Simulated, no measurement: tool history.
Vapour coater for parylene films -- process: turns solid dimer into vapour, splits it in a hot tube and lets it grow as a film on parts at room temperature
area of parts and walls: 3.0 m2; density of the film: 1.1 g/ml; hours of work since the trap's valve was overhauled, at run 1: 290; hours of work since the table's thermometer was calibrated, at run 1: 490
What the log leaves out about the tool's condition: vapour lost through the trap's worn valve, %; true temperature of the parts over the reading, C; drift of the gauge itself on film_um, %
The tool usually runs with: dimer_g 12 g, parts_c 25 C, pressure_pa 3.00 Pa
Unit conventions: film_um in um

run,day,dimer_g,parts_c,pressure_pa,hours of work since the trap's valve was overhauled,hours of work since the table's thermometer was calibrated,film_um
1,0.000,12,25,3.00,290,490,2.78
2,0.704,12,25,3.00,302,502,2.81
3,1.625,12,22,3.00,318,518,2.95
4,2.125,12,25,3.00,326,527,2.75
5,2.600,12,25,8.87,334,535,2.39
6,3.733,12,24,8.87,354,554,2.49
7,4.404,12,25,3.00,365,565,2.72
8,4.971,12,25,3.00,375,575,2.75
9,5.842,12,25,3.00,390,590,2.76
10,6.883,12,25,3.00,407,607,2.74
11,7.500,12,25,3.00,418,618,2.73
12,8.046,12,25,3.00,427,627,2.70
13,9.058,12,26,3.00,444,644,2.66
14,9.775,12,27,3.00,456,656,2.59
15,10.754,12,25,3.00,473,673,2.69
16,11.854,12,25,3.73,492,692,2.61
17,12.425,12,25,3.73,501,702,2.63
18,13.183,12,25,4.96,514,714,2.57
19,13.767,6,25,3.00,524,724,1.37
# day 14.246: trap's valve overhauled
20,15.121,6,25,3.50,15,744,1.29
21,15.700,6,25,3.50,25,754,1.28
22,16.450,6,25,3.50,37,767,1.29
23,17.242,12,20,3.00,51,781,2.87
# day 17.767: trap's valve overhauled, once more
24,18.054,12,20,3.00,5,791,3.25
25,18.529,11,27,3.00,13,800,2.58
26,19.496,7,22,9.26,29,816,1.59
27,20.342,5,30,3.00,44,830,1.13
28,21.150,5,30,3.00,57,844,1.10
29,22.121,5,30,3.00,74,861,1.11
30,22.975,8,34,5.97,88,875,1.53
31,23.829,8,22,5.41,103,890,1.92
32,24.792,12,33,11.32,119,906,2.12
33,25.417,12,33,11.32,130,917,2.15
34,26.529,12,36,3.00,149,935,2.34
35,27.142,17,36,4.39,159,946,3.19
36,27.642,6,20,5.09,168,954,1.48
37,28.662,6,20,5.09,185,972,1.50
38,29.817,6,20,5.09,205,991,1.47
39,30.592,14,20,9.75,218,1004,3.24
40,31.212,14,18,7.39,228,1015,3.42
41,31.800,11,33,6.87,238,1025,2.06
42,32.608,11,33,6.87,252,1039,2.00
43,33.192,11,33,6.87,262,1049,2.02

Describe how what the log doesn't record of the tool's condition differs between the last listed run preceding each entry between runs and the first listed run following it.
Run 19 -> run 20: trap's valve overhauled (day 14.246)
  vapour lost through the trap's worn valve, %: 9.2 -> 11; true temperature of the parts over the reading, C: -0.89 -> -0.91
  measured minus no-state result, film_um: -0.11 -> -0.13 um
Run 23 -> run 24: trap's valve overhauled, once more (day 17.767)
  vapour lost through the trap's worn valve, %: 11.6 -> 0.2; true temperature of the parts over the reading, C: -0.95 -> -0.97
  measured minus no-state result, film_um: -0.32 -> +0.05 um

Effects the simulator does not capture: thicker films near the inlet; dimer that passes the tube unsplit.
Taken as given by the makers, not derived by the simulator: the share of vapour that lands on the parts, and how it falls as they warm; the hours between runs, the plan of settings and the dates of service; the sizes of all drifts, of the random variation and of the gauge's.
